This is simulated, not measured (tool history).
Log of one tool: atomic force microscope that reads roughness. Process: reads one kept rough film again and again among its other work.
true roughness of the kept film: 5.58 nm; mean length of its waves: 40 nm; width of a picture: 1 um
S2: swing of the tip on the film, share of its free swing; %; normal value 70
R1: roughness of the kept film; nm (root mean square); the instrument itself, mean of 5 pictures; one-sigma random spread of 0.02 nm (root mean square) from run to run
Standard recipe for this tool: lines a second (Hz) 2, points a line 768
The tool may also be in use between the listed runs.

{"run": 1, "day": 0.0, "lines a second (Hz)": 2, "S2": 70, "points a line": 768, "R1": 4.813}
{"run": 2, "day": 0.388, "lines a second (Hz)": 2, "S2": 84, "points a line": 768, "R1": 4.487}
{"run": 3, "day": 0.875, "lines a second (Hz)": 2, "S2": 84, "points a line": 1023, "R1": 4.486}
{"run": 4, "day": 1.5, "lines a second (Hz)": 2, "S2": 84, "points a line": 1023, "R1": 4.494}
{"run": 5, "day": 2.054, "lines a second (Hz)": 2, "S2": 84, "points a line": 1023, "R1": 4.53}
{"run": 6, "day": 2.675, "lines a second (Hz)": 0.56, "S2": 70, "points a line": 768, "R1": 5.093}
{"run": 7, "day": 3.412, "lines a second (Hz)": 0.56, "S2": 70, "points a line": 768, "R1": 5.087}
{"run": 8, "day": 4.183, "lines a second (Hz)": 2, "S2": 70, "points a line": 768, "R1": 4.852}
{"run": 9, "day": 4.9, "lines a second (Hz)": 2, "S2": 70, "points a line": 768, "R1": 4.845}
{"day": 5.354, "done": "new tip fitted"}
{"run": 10, "day": 5.792, "lines a second (Hz)": 2, "S2": 70, "points a line": 768, "R1": 4.88}
{"run": 11, "day": 6.354, "lines a second (Hz)": 2, "S2": 70, "points a line": 768, "R1": 4.86}
{"run": 12, "day": 6.758, "lines a second (Hz)": 2, "S2": 70, "points a line": 768, "R1": 4.853}
{"run": 13, "day": 7.438, "lines a second (Hz)": 2, "S2": 70, "points a line": 768, "R1": 4.821}
{"run": 14, "day": 8.1, "lines a second (Hz)": 0.6, "S2": 70, "points a line": 768, "R1": 5.115}
{"run": 15, "day": 8.954, "lines a second (Hz)": 2.38, "S2": 70, "points a line": 397, "R1": 4.756}
{"run": 16, "day": 9.621, "lines a second (Hz)": 2.38, "S2": 70, "points a line": 397, "R1": 4.799}
{"run": 17, "day": 10.296, "lines a second (Hz)": 2.38, "S2": 70, "points a line": 267, "R1": 4.761}
{"run": 18, "day": 10.925, "lines a second (Hz)": 2.38, "S2": 70, "points a line": 267, "R1": 4.767}
{"run": 19, "day": 11.75, "lines a second (Hz)": 3.94, "S2": 70, "points a line": 392, "R1": 4.498}
{"run": 20, "day": 12.133, "lines a second (Hz)": 2.92, "S2": 82, "points a line": 513, "R1": 4.347}
{"run": 21, "day": 12.625, "lines a second (Hz)": 3.3, "S2": 68, "points a line": 402, "R1": 4.67}
{"run": 22, "day": 13.442, "lines a second (Hz)": 3.75, "S2": 58, "points a line": 833, "R1": 4.879}
{"run": 23, "day": 13.942, "lines a second (Hz)": 0.69, "S2": 75, "points a line": 395, "R1": 4.977}
{"day": 14.583, "done": "new tip fitted"}
{"run": 24, "day": 14.754, "lines a second (Hz)": 2, "S2": 70, "points a line": 477, "R1": 4.863}

What does the tool deliver on the next run?
{"run": 25, "day": 15.179, "lines a second (Hz)": 2, "S2": 70, "points a line": 477, "R1": "?"}

R1: 4.867 nm (root mean square)
On a tool with no hidden condition, and with the same random variation, this run would have come out at R1 4.868 nm (root mean square).
